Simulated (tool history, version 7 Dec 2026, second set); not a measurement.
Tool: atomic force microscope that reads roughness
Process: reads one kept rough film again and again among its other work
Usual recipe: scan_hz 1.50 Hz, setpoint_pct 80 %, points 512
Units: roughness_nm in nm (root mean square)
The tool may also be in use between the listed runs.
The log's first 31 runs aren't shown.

{"run": 32, "hour": 486.8, "scan_hz": 0.99, "setpoint_pct": 63, "points": 386, "roughness_nm": 5.225}
{"hour": 490.5, "done": "new tip fitted"}
{"run": 33, "hour": 496.1, "scan_hz": 0.99, "setpoint_pct": 63, "points": 386, "roughness_nm": 5.174}
{"run": 34, "hour": 515.9, "scan_hz": 0.99, "setpoint_pct": 63, "points": 386, "roughness_nm": 5.185}
{"run": 35, "hour": 529.7, "scan_hz": 2.46, "setpoint_pct": 81, "points": 490, "roughness_nm": 4.809}
{"run": 36, "hour": 539.1, "scan_hz": 3.77, "setpoint_pct": 85, "points": 622, "roughness_nm": 4.464}
{"run": 37, "hour": 553.5, "scan_hz": 3.77, "setpoint_pct": 85, "points": 622, "roughness_nm": 4.511}
{"run": 38, "hour": 567.1, "scan_hz": 3.77, "setpoint_pct": 85, "points": 622, "roughness_nm": 4.455}
{"hour": 582.1, "done": "new tip fitted"}
{"run": 39, "hour": 587.1, "scan_hz": 2.0, "setpoint_pct": 86, "points": 872, "roughness_nm": 4.802}
{"run": 40, "hour": 602.7, "scan_hz": 1.5, "setpoint_pct": 77, "points": 406, "roughness_nm": 5.041}
{"run": 41, "hour": 618.1, "scan_hz": 1.5, "setpoint_pct": 77, "points": 406, "roughness_nm": 4.999}
{"run": 42, "hour": 635.0, "scan_hz": 2.77, "setpoint_pct": 81, "points": 477, "roughness_nm": 4.78}
{"run": 43, "hour": 650.7, "scan_hz": 2.77, "setpoint_pct": 81, "points": 477, "roughness_nm": 4.727}
{"run": 44, "hour": 670.9, "scan_hz": 0.64, "setpoint_pct": 73, "points": 732, "roughness_nm": 5.143}
{"hour": 672.8, "done": "new tip fitted"}
{"run": 45, "hour": 691.9, "scan_hz": 0.64, "setpoint_pct": 73, "points": 771, "roughness_nm": 5.21}
{"run": 46, "hour": 700.3, "scan_hz": 0.64, "setpoint_pct": 70, "points": 547, "roughness_nm": 5.176}
{"run": 47, "hour": 709.2, "scan_hz": 0.64, "setpoint_pct": 70, "points": 547, "roughness_nm": 5.204}
{"run": 48, "hour": 728.7, "scan_hz": 0.59, "setpoint_pct": 83, "points": 567, "roughness_nm": 5.079}
{"run": 49, "hour": 739.2, "scan_hz": 0.59, "setpoint_pct": 89, "points": 567, "roughness_nm": 5.107}
{"hour": 755.7, "done": "height scale calibrated on a step standard"}
{"run": 50, "hour": 758.9, "scan_hz": 0.75, "setpoint_pct": 66, "points": 261, "roughness_nm": 5.085}
{"hour": 765.7, "done": "new tip fitted"}
{"run": 51, "hour": 771.5, "scan_hz": 1.19, "setpoint_pct": 58, "points": 304, "roughness_nm": 5.165}
{"run": 52, "hour": 783.5, "scan_hz": 0.62, "setpoint_pct": 77, "points": 305, "roughness_nm": 5.141}

Consider 4 possible next runs. They are alternatives, not a sequence: every one starts from the tool as it was left by run 52. What does each give?
{"run": "A", "hour": 803.8, "scan_hz": 3.82, "setpoint_pct": 77, "points": 305, "roughness_nm": "?"}
{"run": "B", "hour": 803.8, "scan_hz": 3.74, "setpoint_pct": 86, "points": 1021, "roughness_nm": "?"}
{"run": "C", "hour": 803.8, "scan_hz": 1.4, "setpoint_pct": 59, "points": 458, "roughness_nm": "?"}
{"run": "D", "hour": 803.8, "scan_hz": 2.02, "setpoint_pct": 80, "points": 499, "roughness_nm": "?"}

run=A roughness_nm=4.644
run=B roughness_nm=4.444
run=C roughness_nm=5.158
run=D roughness_nm=4.894
Without the tool's hidden state the same runs would have given:
run=A roughness_nm=4.650
run=B roughness_nm=4.449
run=C roughness_nm=5.164
run=D roughness_nm=4.899
